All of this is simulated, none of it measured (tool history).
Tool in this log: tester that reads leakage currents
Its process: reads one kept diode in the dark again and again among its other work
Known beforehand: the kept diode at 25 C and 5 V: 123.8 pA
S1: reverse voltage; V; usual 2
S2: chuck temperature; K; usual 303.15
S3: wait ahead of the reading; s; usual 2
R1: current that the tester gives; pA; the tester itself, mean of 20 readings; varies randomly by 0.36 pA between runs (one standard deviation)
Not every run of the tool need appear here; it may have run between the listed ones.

run    hour     S1      S2    S3       R1
  1       0      2  303.15     2   130.07
  2   182.6      2  303.15     2   133.81
  3   435.6      2  303.15     2   137.75
  4   658.7   2.28  303.15     2   152.29
  5   859.1      2  303.15     2   144.52
      902.8  -- probe card cleaned and baked
  6   985.3      2  303.15     2   141.96
  7  1148.9      2  303.15     2   145.28
     1314.3  -- chuck's temperature calibrated
  8  1346.2      2  303.15     2   119.08
  9  1462.4      2  303.15     2   121.26
 10  1592.5      2  303.15     2   123.26
 11  1749.5    3.1  303.15     2   159.01
 12  1887.8   6.51  303.15     2   245.74
 13  2117.4      2  303.15     2   131.52
 14  2323.8      2  303.15     2   134.75
 15  2484.4  14.53  303.15     2   414.51
 16    2671  14.53  321.15     2  1774.19
 17  2946.2  14.53  321.15     2  1826.26
 18  3065.7   8.96  303.15  0.31   343.98
     3094.4  -- chuck's temperature calibrated
 19  3198.5      2  299.15  2.28     89.7
 20  3445.4      2  297.15  2.28    78.52
 21  3640.1   9.98  314.15  2.28    806.8
     3698.1  -- probe card cleaned and baked
 22  3888.7      2  295.15  2.87    65.49
 23  4043.2   4.13  325.15   2.6  1198.23
     4186.5  -- tester calibrated
 24  4254.7   4.13  325.15   2.6  1202.22
 25  4505.4  19.01  304.15  0.36    537.7
 26  4723.3  12.58  321.15  3.99  1696.54
     4867.8  -- chuck's temperature calibrated
 27  4923.5  12.58  310.15  3.99   593.93
 28  5183.6  16.06  297.15  3.03   238.69
 29  5426.1   3.89  311.15   6.3   357.92
 30  5545.8   3.89  311.15   6.3   362.04
 31  5788.1   3.89  311.15   6.3   372.98
 32  6005.8  19.94  298.15  1.22   339.88
 33  6254.5   1.49  293.15  5.34    50.47
 34  6393.7      2  332.15     2  1379.52

Subtracting, for every run, the result it would have given without the tool's unlogged condition from the measured result gives the following. The same run-to-run variation enters both numbers; the gauge's scatter may not:
Hidden state present: stray current of the dirty probe card, pA a volt; current scale over the true one, %; true chuck temperature over the reading, C; drift of the gauge itself on leakage_pa, %.
run       R1
  1    +12.6
  2   +15.75
  3    +19.7
  4   +25.69
  5   +26.97
  6   +24.35
  7   +27.29
  8    +1.65
  9    +3.63
 10    +5.55
 11    +10.1
 12    +21.2
 13   +13.66
 14    +16.8
 15   +67.62
 16  +247.64
 17  +298.78
 18   +73.39
 19    +7.56
 20    +9.67
 21    +90.3
 22    +8.19
 23  +143.64
 24  +144.52
 25   +94.06
 26   +281.3
 27   +10.65
 28   +24.92
 29   +22.82
 30   +27.41
 31   +38.33
 32   +72.64
 33    +9.95
 34  +179.54

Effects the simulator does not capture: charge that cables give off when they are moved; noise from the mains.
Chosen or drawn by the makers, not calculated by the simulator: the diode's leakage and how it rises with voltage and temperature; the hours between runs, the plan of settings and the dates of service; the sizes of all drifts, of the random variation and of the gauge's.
